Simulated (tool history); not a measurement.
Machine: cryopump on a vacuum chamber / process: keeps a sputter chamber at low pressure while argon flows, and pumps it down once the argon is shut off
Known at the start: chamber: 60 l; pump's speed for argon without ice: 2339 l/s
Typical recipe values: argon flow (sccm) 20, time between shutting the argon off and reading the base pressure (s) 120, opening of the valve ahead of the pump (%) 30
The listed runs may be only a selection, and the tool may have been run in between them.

run    hour  argon flow (sccm)  time between shutting the argon off and reading the base pressure (s)  opening of the valve ahead of the pump (%)  pressure while argon flows (Pa)  pressure after the wait (uPa)
  1       0                 20                                                                    120                                          30                           0.0503                           0.33
  2    28.1                 20                                                                    120                                          23                           0.0654                           0.39
  3    59.9                 20                                                                    120                                          23                           0.0661                           0.36
  4   107.8                 20                                                                    120                                          23                           0.0661                           0.37
  5   137.6                 20                                                                    120                                          23                           0.0661                            0.4
  6   182.7                 30                                                                    120                                          23                           0.0988                           0.41
  7   225.5                 20                                                                     39                                          30                           0.0515                           0.66
  8   268.5                 20                                                                    120                                          30                           0.0517                           0.43
  9     318                 20                                                                    120                                          30                           0.0511                           0.45
 10     342                 20                                                                    120                                          30                           0.0512                           0.45
 11   390.6                 20                                                                     35                                          30                           0.0521                           0.74
 12   424.3                  8                                                                    120                                          30                           0.0209                           0.47
 13   459.6                  8                                                                    120                                          30                           0.0207                           0.46
 14   504.1                  9                                                                    120                                          30                           0.0238                           0.45
 15     530                  9                                                                    120                                          30                           0.0235                           0.47
 16   580.4                  9                                                                    120                                          30                           0.0235                           0.48
 17   630.8                 20                                                                    120                                          30                           0.0532                           0.53
 18   679.1                 21                                                                    131                                          21                           0.0775                           0.51
 19   713.7                 21                                                                    150                                          28                           0.0598                           0.51
      734.2  -- pump warmed up, emptied and cooled again
 20   746.4                 20                                                                     52                                          30                           0.0481                           0.58
 21   785.6                 16                                                                     28                                          25                           0.0464                           0.85
 22   834.2                 20                                                                     27                                          18                           0.0812                           0.84
 23   877.9                 17                                                                    120                                          30                           0.0413                           0.47
 24   933.1                 20                                                                    165                                          30                           0.0494                           0.43
 25   975.7                 20                                                                     95                                          30                           0.0498                            0.5
 26  1004.1                 13                                                                     63                                          44                           0.0228                           0.59
 27  1060.2                 20                                                                    166                                          30                            0.049                           0.47
 28  1105.1                 10                                                                    166                                          47                           0.0163                           0.48
 29  1135.9                 20                                                                     27                                          34                           0.0438                           0.91
 30  1179.5                 26                                                                     61                                          25                           0.0767                           0.63
 31    1205                 12                                                                     22                                          27                           0.0331                           1.01
 32  1234.4                 14                                                                    120                                          15                           0.0684                           0.51
 33    1269                 28                                                                    120                                          58                           0.0378                           0.57

The logged runs with the hidden state left out (each run's random variation unchanged):
The hidden state here: pump's speed, % of a pump's without ice; cold plate's temperature, K; leak into the chamber, uPa l/s; drift of the gauge itself on working_pa, %; drift of the gauge itself on base_upa, %.
run  pressure while argon flows (Pa)  pressure after the wait (uPa)
  1                           0.0479                           0.21
  2                           0.0629                           0.26
  3                           0.0635                           0.23
  4                           0.0633                           0.23
  5                           0.0633                           0.25
  6                           0.0942                           0.26
  7                           0.0483                            0.5
  8                           0.0483                           0.25
  9                           0.0475                           0.26
 10                           0.0475                           0.25
 11                           0.0483                           0.54
 12                           0.0193                           0.26
 13                            0.019                           0.24
 14                           0.0219                           0.22
 15                           0.0215                           0.24
 16                           0.0214                           0.23
 17                           0.0484                           0.27
 18                           0.0723                           0.23
 19                           0.0544                           0.22
 20                           0.0478                            0.4
 21                           0.0461                           0.66
 22                           0.0807                           0.64
 23                           0.0408                           0.25
 24                           0.0486                           0.21
 25                           0.0489                           0.27
 26                           0.0222                           0.35
 27                           0.0478                           0.22
 28                           0.0157                           0.23
 29                           0.0424                           0.65
 30                           0.0748                           0.37
 31                           0.0322                           0.73
 32                           0.0673                           0.23
 33                           0.0354                           0.26

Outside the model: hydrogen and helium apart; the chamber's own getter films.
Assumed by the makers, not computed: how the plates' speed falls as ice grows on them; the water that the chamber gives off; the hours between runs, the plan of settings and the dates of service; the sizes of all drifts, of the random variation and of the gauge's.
